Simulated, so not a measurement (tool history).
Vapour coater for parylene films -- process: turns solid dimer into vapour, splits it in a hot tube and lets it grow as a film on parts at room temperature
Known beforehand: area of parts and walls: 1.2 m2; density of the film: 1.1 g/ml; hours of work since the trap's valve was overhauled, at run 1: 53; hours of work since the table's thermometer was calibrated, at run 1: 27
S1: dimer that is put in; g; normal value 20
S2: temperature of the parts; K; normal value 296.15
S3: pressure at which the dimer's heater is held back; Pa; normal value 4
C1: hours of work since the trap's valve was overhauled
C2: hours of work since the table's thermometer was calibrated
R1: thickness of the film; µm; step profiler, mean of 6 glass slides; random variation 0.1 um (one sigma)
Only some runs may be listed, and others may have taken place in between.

run,hour,S1,S2,S3,C1,C2,R1
1,0,20,296.15,4,53,27,12.2
2,18.2,20,296.15,4,67,40,12.18
3,43.1,20,296.15,4,85,59,11.94
4,70.3,20,296.15,4,105,79,11.99
5,89.9,20,296.15,4,120,93,12
6,125,20,296.15,4,145,119,11.88
7,147.3,20,296.15,4,162,136,11.79
8,166.1,20,296.15,4,176,149,11.73
9,195.1,20,296.15,4,197,171,11.84
10,228,20,296.15,4,221,195,11.64
11,244.5,20,296.15,4.59,234,207,11.48
12,265.8,27,296.15,4,249,223,15.79
13,291.8,27,296.15,4,268,242,15.77
14,328.5,27,295.15,4,295,269,16.32
15,355.5,27,295.15,4,315,289,16.27
16,375.4,27,295.15,4,330,304,16.25
17,396.6,27,295.15,4,346,319,15.97
18,433.7,27,295.15,4,373,346,16.1
19,470.2,27,295.15,3.29,400,373,16.8
20,486.1,21,303.15,6.56,412,385,8.1
21,507.2,20,290.15,6.21,427,401,12.95
22,541.8,12,292.15,2.82,453,426,7.93
23,565.4,12,292.15,11.22,470,444,6.2
24,601.8,12,292.15,11.22,497,470,6.24
25,629.4,12,296.15,6.14,517,491,6.07
# hour 642.9: trap's valve overhauled
26,661,18,296.15,2.94,13,511,11.78
27,690.6,8,292.15,2.94,35,533,5.81
28,719.8,8,295.15,8.54,57,554,4.28
29,751.7,8,295.15,8.54,80,578,4.27
30,775.3,20,296.15,10.62,98,595,9.73
31,794.8,20,296.15,11.69,112,610,9.45
32,824.2,27,299.15,2.1,134,631,16.54
33,848.8,27,299.15,2.1,152,649,16.54
34,886.8,18,291.15,4,180,677,12.83
35,905.9,30,298.15,2.11,194,691,18.99
36,940.3,30,298.15,2.11,219,717,19.15
37,968.5,15,295.15,5.08,240,738,8.68
38,1004,29,292.15,2.41,266,764,20.27

Had the tool no unlogged condition, and each run kept its random variation, what would the results have been?
The tool's hidden condition here consists of: vapour lost through the trap's worn valve, %; true temperature of the parts over the reading, C; drift of the gauge itself on film_um, %.
run,R1
1,12.32
2,12.33
3,12.13
4,12.22
5,12.26
6,12.19
7,12.14
8,12.1
9,12.27
10,12.11
11,11.98
12,16.51
13,16.56
14,17.21
15,17.23
16,17.26
17,17
18,17.23
19,18.06
20,8.73
21,14
22,8.75
23,6.76
24,6.84
25,6.67
26,11.74
27,5.91
28,4.3
29,4.3
30,9.84
31,9.58
32,16.84
33,16.9
34,13.45
35,19.56
36,19.81
37,9.02
38,21.64

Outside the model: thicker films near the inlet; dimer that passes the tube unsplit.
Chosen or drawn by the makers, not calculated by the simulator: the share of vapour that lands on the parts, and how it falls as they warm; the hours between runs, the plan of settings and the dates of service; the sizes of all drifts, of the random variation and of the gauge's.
